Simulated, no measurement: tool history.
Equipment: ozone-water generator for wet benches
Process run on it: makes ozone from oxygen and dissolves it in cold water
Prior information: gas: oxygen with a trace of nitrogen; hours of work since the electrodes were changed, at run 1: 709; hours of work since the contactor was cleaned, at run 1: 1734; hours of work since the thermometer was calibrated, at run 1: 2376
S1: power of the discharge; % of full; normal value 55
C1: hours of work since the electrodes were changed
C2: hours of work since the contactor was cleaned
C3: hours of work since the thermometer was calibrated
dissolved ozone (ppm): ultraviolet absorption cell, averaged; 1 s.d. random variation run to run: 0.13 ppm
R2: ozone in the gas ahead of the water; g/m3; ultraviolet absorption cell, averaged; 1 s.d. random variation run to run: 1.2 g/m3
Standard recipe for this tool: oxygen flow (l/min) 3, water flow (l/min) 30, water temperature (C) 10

Run 1, hour 0: usual settings; C1 709; C2 1734; C3 2376. Result: dissolved ozone (ppm) 14.5, R2 226 g/m3.
Run 2, hour 79: usual settings; C1 759; C2 1784; C3 2427. Result: dissolved ozone (ppm) 14.7, R2 223.6 g/m3.
Run 3, hour 162.9: usual settings; C1 813; C2 1838; C3 2480. Result: dissolved ozone (ppm) 14.6, R2 224.8 g/m3.
Run 4, hour 238.6: usual settings; C1 861; C2 1887; C3 2529. Result: dissolved ozone (ppm) 14.5, R2 224.1 g/m3.
Run 5, hour 297: usual settings but water temperature (C) 9; C1 899; C2 1924; C3 2566. Result: dissolved ozone (ppm) 14.6, R2 223.8 g/m3.
Run 6, hour 412.3: usual settings but water temperature (C) 9; C1 973; C2 1998; C3 2640. Result: dissolved ozone (ppm) 14.7, R2 223.6 g/m3.
Run 7, hour 503.4: usual settings but S1 79 % of full; C1 1031; C2 2056; C3 2699. Result: dissolved ozone (ppm) 18.2, R2 286 g/m3.
Run 8, hour 563.2: usual settings; C1 1070; C2 2095; C3 2737. Result: dissolved ozone (ppm) 14.7, R2 223.8 g/m3.
Run 9, hour 650.3: usual settings but water flow (l/min) 31; C1 1125; C2 2151; C3 2793. Result: dissolved ozone (ppm) 13.9, R2 224.4 g/m3.
Run 10, hour 758.9: usual settings but water flow (l/min) 31; C1 1195; C2 2220; C3 2862. Result: dissolved ozone (ppm) 14, R2 222.7 g/m3.
Run 11, hour 837.9: usual settings but water flow (l/min) 31; C1 1246; C2 2271; C3 2913. Result: dissolved ozone (ppm) 13.5, R2 222.8 g/m3.
Run 12, hour 893: usual settings but water flow (l/min) 31; C1 1281; C2 2306; C3 2948. Result: dissolved ozone (ppm) 13.8, R2 222.6 g/m3.
Run 13, hour 977.9: usual settings but water flow (l/min) 31; C1 1335; C2 2361; C3 3003. Result: dissolved ozone (ppm) 13.9, R2 223.7 g/m3.
Run 14, hour 1038.6: usual settings but S1 86 % of full, oxygen flow (l/min) 2.31, water flow (l/min) 31; C1 1374; C2 2399; C3 3042. Result: dissolved ozone (ppm) 16.6, R2 326.5 g/m3.
Run 15, hour 1128.9: usual settings but S1 86 % of full, oxygen flow (l/min) 2.31, water flow (l/min) 20, water temperature (C) 7; C1 1432; C2 2457; C3 3099. Result: dissolved ozone (ppm) 26.2, R2 326.4 g/m3.
Run 16, hour 1238.8: usual settings but S1 51 % of full, oxygen flow (l/min) 3.62, water flow (l/min) 40, water temperature (C) 7; C1 1502; C2 2528; C3 3170. Result: dissolved ozone (ppm) 11, R2 195.3 g/m3.
At hour 1247.4: water thermometer calibrated.
Run 17, hour 1296.1: usual settings but oxygen flow (l/min) 1.98, water flow (l/min) 29; C1 1539; C2 2564; C3 31. Result: dissolved ozone (ppm) 12.2, R2 262.6 g/m3.
Run 18, hour 1356.1: usual settings but oxygen flow (l/min) 1.98, water flow (l/min) 29; C1 1577; C2 2603; C3 70. Result: dissolved ozone (ppm) 12.2, R2 260.7 g/m3.
At hour 1420.5: water thermometer calibrated, once more.
Run 19, hour 1442.7: usual settings but oxygen flow (l/min) 1.98, water flow (l/min) 29; C1 1633; C2 2658; C3 14. Result: dissolved ozone (ppm) 12.4, R2 260.9 g/m3.
Run 20, hour 1543.9: usual settings but oxygen flow (l/min) 1.98, water flow (l/min) 29; C1 1697; C2 2723; C3 79. Result: dissolved ozone (ppm) 12.4, R2 261.3 g/m3.
Run 21, hour 1599.8: usual settings but S1 49 % of full, oxygen flow (l/min) 1.98, water flow (l/min) 29, water temperature (C) 16; C1 1733; C2 2758; C3 115. Result: dissolved ozone (ppm) 11.2, R2 242.3 g/m3.
Run 22, hour 1657: usual settings but S1 49 % of full, oxygen flow (l/min) 1.98, water flow (l/min) 29, water temperature (C) 16; C1 1770; C2 2795; C3 152. Result: dissolved ozone (ppm) 11.2, R2 244.6 g/m3.
Run 23, hour 1774.8: usual settings but S1 49 % of full, oxygen flow (l/min) 1.98, water flow (l/min) 29, water temperature (C) 16; C1 1845; C2 2871; C3 227. Result: dissolved ozone (ppm) 11.1, R2 241 g/m3.
Run 24, hour 1889: usual settings but S1 69 % of full, oxygen flow (l/min) 1.85, water flow (l/min) 18, water temperature (C) 16; C1 1919; C2 2944; C3 300. Result: dissolved ozone (ppm) 21.2, R2 309.1 g/m3.
Run 25, hour 1954.2: usual settings but S1 90 % of full, water flow (l/min) 19; C1 1960; C2 2986; C3 342. Result: dissolved ozone (ppm) 30.4, R2 304.2 g/m3.

Forecast each of these 3 alternatives for the next run:
Run A, hour 2004.1: usual settings but S1 51 % of full, oxygen flow (l/min) 3.27, water flow (l/min) 23; C1 1992; C2 3018; C3 374. Result: dissolved ozone (ppm) ?, R2 ?.
Run B, hour 2004.1: usual settings but S1 90 % of full, oxygen flow (l/min) 2.44, water flow (l/min) 32; C1 1992; C2 3018; C3 374. Result: dissolved ozone (ppm) ?, R2 ?.
Run C, hour 2004.1: usual settings but water flow (l/min) 21; C1 1992; C2 3018; C3 374. Result: dissolved ozone (ppm) ?, R2 ?.

run  dissolved ozone (ppm)     R2
  A                   17.9  202.4
  B                   16.5  328.8
  C                   19.7  219.6
What these runs would have given with no unlogged condition in the tool:
run  dissolved ozone (ppm)     R2
  A                     19  208.9
  B                   17.9  344.4
  C                   20.9    227
